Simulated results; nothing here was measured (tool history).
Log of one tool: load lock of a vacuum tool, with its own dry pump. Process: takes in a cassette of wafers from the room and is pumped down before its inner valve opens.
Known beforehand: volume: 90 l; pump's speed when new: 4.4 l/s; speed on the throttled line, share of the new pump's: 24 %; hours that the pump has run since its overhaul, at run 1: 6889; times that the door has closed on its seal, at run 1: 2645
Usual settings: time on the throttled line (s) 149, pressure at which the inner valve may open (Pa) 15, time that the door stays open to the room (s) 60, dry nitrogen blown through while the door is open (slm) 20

run    hour  time on the throttled line (s)  pressure at which the inner valve may open (Pa)  time that the door stays open to the room (s)  dry nitrogen blown through while the door is open (slm)  hours that the pump has run since its overhaul  times that the door has closed on its seal  incoming humidity of the room's air, %  time from the closed door until the inner valve may open (s)  rise of the pressure with all valves shut (Pa/min)
  1       0                             149                                               15                                             60                                                       20                                            6889                                        2645                                    41.7                                                         301.1                                               0.035
  2   211.9                             105                                               15                                             60                                                       20                                            7101                                        3310                                    46.2                                                         267.9                                               0.045
  3   399.7                             105                                               15                                             60                                                       20                                            7289                                        3899                                    41.3                                                         267.4                                               0.049
  4   583.8                             105                                               15                                             60                                                       20                                            7473                                        4477                                      43                                                         268.1                                               0.062
  5   832.5                             105                                               15                                             60                                                       20                                            7721                                        5257                                    42.7                                                         267.8                                               0.064
  6  1029.9                             105                                               15                                             60                                                       20                                            7919                                        5876                                    45.8                                                         265.5                                               0.073
  7  1307.5                             149                                               15                                            224                                                       20                                            8196                                        6747                                    41.7                                                         304.6                                               0.093
  8  1425.2                             149                                               15                                             60                                                       22                                            8314                                        7116                                    44.9                                                         300.3                                               0.087
  9  1708.3                             149                                               15                                             60                                                       22                                            8597                                        8005                                    47.2                                                         301.3                                               0.095
 10  1841.3                             149                                               15                                             60                                                       22                                            8730                                        8422                                    49.7                                                         302.2                                               0.101
 11  1983.1                             149                                               15                                             60                                                        5                                            8872                                        8867                                    45.6                                                         305.1                                               0.116
 12  2243.9                             149                                               15                                             60                                                        5                                            9133                                        9685                                    44.5                                                         304.9                                               0.122
 13  2487.4                             149                                               15                                             60                                                        5                                            9376                                       10449                                    46.5                                                         305.1                                               0.141
 14  2619.3                             149                                               15                                             60                                                        5                                            9508                                       10863                                      45                                                           305                                               0.145
 15  2863.4                             149                                               15                                             60                                                        5                                            9752                                       11629                                    43.4                                                         302.9                                               0.153
 16  3137.7                             221                                               15                                             60                                                       17                                           10027                                       12489                                    43.7                                                         355.7                                               0.163
 17  3404.9                             103                                               26                                            152                                                       20                                           10294                                       13327                                    45.4                                                         259.4                                               0.186
 18  3652.6                             103                                               26                                            152                                                       20                                           10542                                       14105                                    44.8                                                         259.3                                               0.201
 19    3928                             103                                               26                                            152                                                       20                                           10817                                       14969                                    44.3                                                         260.6                                               0.219
 20  4214.5                             103                                               26                                            152                                                       20                                           11104                                       15868                                    45.2                                                         257.7                                               0.241
 21  4451.4                             103                                               26                                             73                                                       14                                           11340                                       16611                                      46                                                         257.9                                               0.243
 22    4590                             103                                               26                                             73                                                        8                                           11479                                       17046                                    44.2                                                         260.3                                               0.265
 23  4786.3                             148                                               15                                            177                                                        6                                           11675                                       17662                                    44.9                                                         302.9                                               0.295
 24    4990                             149                                               15                                             60                                                       12                                           11879                                       18301                                    42.5                                                         308.1                                               0.289
 25  5194.2                              83                                               15                                             60                                                       12                                           12083                                       18941                                    42.9                                                         260.3                                                 0.3
 26  5431.9                              83                                               19                                             60                                                       40                                           12321                                       19687                                    42.8                                                         252.9                                               0.306
 27  5579.6                              83                                               19                                             60                                                       40                                           12469                                       20151                                    41.4                                                         252.9                                               0.322
 28  5773.7                              83                                               19                                             60                                                       40                                           12663                                       20759                                    43.1                                                           251                                               0.333
 29  5990.5                             149                                               29                                             60                                                       20                                           12879                                       21440                                    45.1                                                         290.1                                               0.347
 30  6204.5                             293                                               29                                             60                                                       32                                           13093                                       22111                                    42.8                                                         396.3                                               0.359

Difference, measured minus no-hidden-state, one row per run. Run-to-run variation is common to both terms; the gauge's own scatter need not be:
Hidden state present: pump's speed, % of a new pump's; leak at the door's seal, Pa l/s; drift of the gauge itself on ready_s, %; drift of the gauge itself on rise_pa_min, %.
run  time from the closed door until the inner valve may open (s)  rise of the pressure with all valves shut (Pa/min)
  1                                                          +7.8                                              +0.024
  2                                                          +8.6                                               +0.03
  3                                                          +8.8                                              +0.036
  4                                                          +9.1                                              +0.041
  5                                                          +9.5                                              +0.051
  6                                                          +9.7                                              +0.057
  7                                                          +9.9                                              +0.067
  8                                                          +9.9                                              +0.071
  9                                                         +10.3                                              +0.081
 10                                                         +10.5                                              +0.086
 11                                                         +10.7                                              +0.093
 12                                                           +11                                              +0.104
 13                                                         +11.3                                              +0.116
 14                                                         +11.5                                              +0.122
 15                                                         +11.7                                              +0.132
 16                                                         +10.3                                              +0.149
 17                                                         +12.4                                              +0.163
 18                                                         +12.7                                              +0.177
 19                                                         +13.1                                              +0.196
 20                                                         +13.2                                              +0.217
 21                                                         +13.5                                              +0.226
 22                                                         +13.9                                              +0.236
 23                                                           +14                                              +0.254
 24                                                         +14.4                                              +0.268
 25                                                         +16.4                                              +0.279
 26                                                         +15.7                                              +0.295
 27                                                         +15.8                                              +0.311
 28                                                           +16                                               +0.32
 29                                                         +13.7                                              +0.336
 30                                                         +10.2                                              +0.352
